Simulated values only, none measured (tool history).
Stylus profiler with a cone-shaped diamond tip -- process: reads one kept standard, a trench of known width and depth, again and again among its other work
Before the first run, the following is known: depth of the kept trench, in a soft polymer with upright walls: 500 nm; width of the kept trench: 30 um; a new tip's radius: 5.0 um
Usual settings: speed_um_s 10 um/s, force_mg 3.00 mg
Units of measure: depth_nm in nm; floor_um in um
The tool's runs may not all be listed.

run,hour,speed_um_s,force_mg,depth_nm,floor_um
1,0.0,10,3.00,505.10,25.54
2,35.0,10,3.00,505.27,25.49
3,72.1,3,3.00,505.26,25.53
4,98.3,3,3.00,505.22,25.44
5,122.3,3,3.00,505.01,25.39
6,148.7,3,1.12,502.30,25.35
7,166.4,3,1.12,502.30,25.36
8,194.5,10,7.65,509.58,25.33
9,219.4,10,7.65,509.81,25.25
10,255.7,10,7.65,509.86,25.21
11,273.0,10,7.65,509.84,25.18
12,301.9,10,7.65,509.58,25.23
13,321.0,5,3.00,504.93,25.09
14,346.7,5,3.00,504.89,25.13
15,382.1,5,3.00,505.03,25.07
# hour 384.4: height scale calibrated on a step standard
16,403.7,5,3.00,504.75,25.03
17,446.0,10,3.00,504.58,25.02
18,471.1,10,3.00,504.39,24.96
19,489.0,10,3.00,504.45,24.98
20,511.0,10,3.00,504.27,24.95
# hour 533.1: height scale calibrated on a step standard, once more
21,552.8,10,3.00,505.46,24.86
22,570.0,23,3.32,505.79,24.82
23,595.7,23,3.32,505.54,24.75
24,621.0,3,4.08,506.40,24.81
25,652.8,6,2.83,504.97,24.75
26,675.1,6,4.28,506.71,24.75
27,696.0,3,1.36,502.91,24.75
28,716.2,12,1.55,503.41,24.67
29,739.5,12,1.55,503.40,24.59
30,766.9,7,3.00,505.02,24.61
31,784.4,4,7.02,509.23,24.61
32,821.7,2,8.39,510.33,24.57
33,858.9,15,8.40,510.16,24.50
34,897.2,10,4.40,506.25,24.53
35,937.3,10,4.40,506.76,24.45
36,971.8,27,6.12,508.28,24.39
37,992.4,12,2.18,503.98,24.35
38,1023.1,11,1.76,503.11,24.33
39,1045.9,7,4.17,506.51,24.31
40,1086.6,7,4.17,506.29,24.23

Run 41 is up next; what results do you expect?
41,1128.4,4,2.58,?,?

depth_nm: 504.37 nm
floor_um: 24.21 um
Without the tool's hidden state the same run would have given depth_nm 504.94 nm, floor_um 25.62 um.
